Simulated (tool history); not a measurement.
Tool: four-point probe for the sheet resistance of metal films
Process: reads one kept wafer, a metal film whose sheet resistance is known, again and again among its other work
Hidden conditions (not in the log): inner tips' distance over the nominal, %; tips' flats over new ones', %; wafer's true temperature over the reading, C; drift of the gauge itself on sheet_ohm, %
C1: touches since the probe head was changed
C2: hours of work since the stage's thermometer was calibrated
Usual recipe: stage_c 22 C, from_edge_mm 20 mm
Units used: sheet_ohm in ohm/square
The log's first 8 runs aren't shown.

Run 9, hour 143.8: usual settings but stage_c 29 C; C1 9755; C2 386. Result: sheet_ohm 3.724123 ohm/square.
Run 10, hour 159.4: usual settings but stage_c 29 C; C1 9965; C2 396. Result: sheet_ohm 3.723844 ohm/square.
Run 11, hour 172.4: usual settings but stage_c 29 C; C1 10139; C2 404. Result: sheet_ohm 3.723313 ohm/square.
Run 12, hour 192.3: usual settings but stage_c 29 C, from_edge_mm 65 mm; C1 10407; C2 417. Result: sheet_ohm 3.719220 ohm/square.
At hour 194.0: stage's thermometer calibrated.
Run 13, hour 214.2: usual settings but from_edge_mm 55 mm; C1 10696; C2 13. Result: sheet_ohm 3.734910 ohm/square.
Run 14, hour 229.6: usual settings but from_edge_mm 55 mm; C1 10904; C2 23. Result: sheet_ohm 3.735093 ohm/square.
Run 15, hour 243.5: usual settings but from_edge_mm 58 mm; C1 11090; C2 32. Result: sheet_ohm 3.735176 ohm/square.
At hour 248.1: stage's thermometer calibrated, once more.
Run 16, hour 259.5: usual settings but stage_c 21 C; C1 11300; C2 7. Result: sheet_ohm 3.741890 ohm/square.
Run 17, hour 281.1: usual settings but from_edge_mm 5 mm; C1 11590; C2 21. Result: sheet_ohm 3.813724 ohm/square.
Run 18, hour 303.1: usual settings but from_edge_mm 5 mm; C1 11886; C2 35. Result: sheet_ohm 3.815010 ohm/square.
Run 19, hour 315.2: usual settings but from_edge_mm 5 mm; C1 12050; C2 43. Result: sheet_ohm 3.814630 ohm/square.
Run 20, hour 325.3: usual settings but stage_c 28 C, from_edge_mm 58 mm; C1 12184; C2 50. Result: sheet_ohm 3.721918 ohm/square.
Run 21, hour 342.3: usual settings but stage_c 28 C, from_edge_mm 58 mm; C1 12414; C2 61. Result: sheet_ohm 3.722849 ohm/square.
Run 22, hour 356.9: usual settings but stage_c 21 C, from_edge_mm 15 mm; C1 12611; C2 70. Result: sheet_ohm 3.746975 ohm/square.
Run 23, hour 371.2: usual settings but stage_c 21 C, from_edge_mm 15 mm; C1 12802; C2 79. Result: sheet_ohm 3.746938 ohm/square.
Run 24, hour 383.5: usual settings but stage_c 29 C, from_edge_mm 4 mm; C1 12969; C2 87. Result: sheet_ohm 3.839813 ohm/square.
Run 25, hour 393.9: usual settings but stage_c 19 C, from_edge_mm 14 mm; C1 13109; C2 94. Result: sheet_ohm 3.753339 ohm/square.
Run 26, hour 405.1: usual settings but from_edge_mm 3 mm; C1 13260; C2 101. Result: sheet_ohm 3.945178 ohm/square.
Run 27, hour 426.8: usual settings but stage_c 23 C, from_edge_mm 38 mm; C1 13552; C2 115. Result: sheet_ohm 3.735887 ohm/square.
Run 28, hour 445.9: usual settings but stage_c 21 C, from_edge_mm 48 mm; C1 13809; C2 127. Result: sheet_ohm 3.739413 ohm/square.
Run 29, hour 462.5: usual settings but stage_c 20 C, from_edge_mm 15 mm; C1 14033; C2 138. Result: sheet_ohm 3.749641 ohm/square.
Run 30, hour 473.9: usual settings but stage_c 26 C, from_edge_mm 18 mm; C1 14185; C2 145. Result: sheet_ohm 3.733332 ohm/square.
Run 31, hour 495.9: usual settings but from_edge_mm 15 mm; C1 14482; C2 159. Result: sheet_ohm 3.744908 ohm/square.

Predict each of these 4 candidate next runs independently; none follows another, all start after run 31:
Run A, hour 518.5: usual settings but stage_c 33 C, from_edge_mm 35 mm; C1 14786; C2 174. Result: sheet_ohm ?.
Run B, hour 518.5: usual settings but stage_c 25 C; C1 14786; C2 174. Result: sheet_ohm ?.
Run C, hour 518.5: usual settings but stage_c 24 C, from_edge_mm 53 mm; C1 14786; C2 174. Result: sheet_ohm ?.
Run D, hour 518.5: usual settings but stage_c 33 C, from_edge_mm 39 mm; C1 14786; C2 174. Result: sheet_ohm ?.

run  sheet_ohm
  A   3.713966
  B   3.733998
  C   3.731616
  D   3.713719
With the hidden condition removed and each run's random variation left untouched, the same runs would have given:
run  sheet_ohm
  A   3.689830
  B   3.709729
  C   3.707360
  D   3.689584

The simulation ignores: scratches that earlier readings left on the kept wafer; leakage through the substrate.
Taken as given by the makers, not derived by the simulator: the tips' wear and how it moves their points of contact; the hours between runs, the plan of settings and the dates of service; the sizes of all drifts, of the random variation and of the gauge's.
